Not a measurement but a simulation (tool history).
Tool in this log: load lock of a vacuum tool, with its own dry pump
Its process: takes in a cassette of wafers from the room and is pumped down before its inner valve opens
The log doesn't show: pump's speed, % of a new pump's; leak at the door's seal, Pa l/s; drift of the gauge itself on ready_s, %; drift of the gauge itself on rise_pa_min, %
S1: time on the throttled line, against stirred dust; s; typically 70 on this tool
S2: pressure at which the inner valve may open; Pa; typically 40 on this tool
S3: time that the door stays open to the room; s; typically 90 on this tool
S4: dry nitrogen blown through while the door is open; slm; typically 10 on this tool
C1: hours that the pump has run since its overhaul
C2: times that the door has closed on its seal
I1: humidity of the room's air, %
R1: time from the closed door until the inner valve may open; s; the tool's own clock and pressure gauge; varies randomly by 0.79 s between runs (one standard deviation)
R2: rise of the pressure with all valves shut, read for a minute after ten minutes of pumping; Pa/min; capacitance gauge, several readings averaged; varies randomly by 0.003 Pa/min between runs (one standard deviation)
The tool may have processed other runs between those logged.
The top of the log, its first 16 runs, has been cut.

run,hour,S1,S2,S3,S4,C1,C2,I1,R1,R2
17,1759.4,70,40,90,10,13560,17129,46.5,130.4,0.194
18,1872.2,93,40,90,10,13673,17423,45.7,151.3,0.201
19,1937.4,70,49,90,10,13738,17592,46.0,130.4,0.203
20,2064.5,70,65,131,8,13865,17923,43.7,130.5,0.223
21,2163.3,49,38,122,8,13964,18180,42.7,117.4,0.224
22,2307.3,97,38,122,8,14108,18556,43.8,154.9,0.222
23,2386.0,70,39,31,20,14187,18761,43.8,132.4,0.189
24,2485.7,70,60,53,20,14286,19020,44.5,128.4,0.188
25,2590.6,102,40,90,25,14391,19293,46.3,158.6,0.208
26,2668.0,102,40,90,25,14469,19495,44.8,160.1,0.211
27,2798.4,121,55,238,25,14599,19835,45.3,172.4,0.258
28,2877.2,120,55,238,14,14678,20040,42.7,170.9,0.269
29,3024.5,119,58,37,10,14825,20423,42.9,173.3,0.213
30,3152.1,119,58,37,10,14953,20756,45.8,168.5,0.218
31,3245.9,119,58,37,10,15047,21000,46.7,171.5,0.216
32,3375.2,119,58,37,10,15176,21337,46.9,171.5,0.226
33,3505.6,38,40,90,22,15306,21676,46.9,109.1,0.247
34,3607.8,61,40,90,10,15409,21943,49.0,128.3,0.263
35,3674.8,110,58,90,5,15476,22117,45.1,162.2,0.273
36,3752.7,110,58,90,5,15553,22320,49.2,164.6,0.280
37,3862.7,110,58,90,5,15664,22606,46.9,162.5,0.283
38,3955.5,110,58,90,5,15756,22848,47.7,164.4,0.284

Alternative continuations, all from the tool just after run 38; predict every row:
A,4026.6,110,58,90,11,15827,23033,46.4,?,?
B,4026.6,45,44,90,6,15827,23033,48.2,?,?
C,4026.6,37,58,90,5,15827,23033,47.7,?,?

run,R1,R2
A,164.7,0.268
B,113.2,0.282
C,104.9,0.281
What these runs would have given with no unlogged condition in the tool:
run,R1,R2
A,153.3,0.053
B,98.9,0.063
C,90.8,0.063
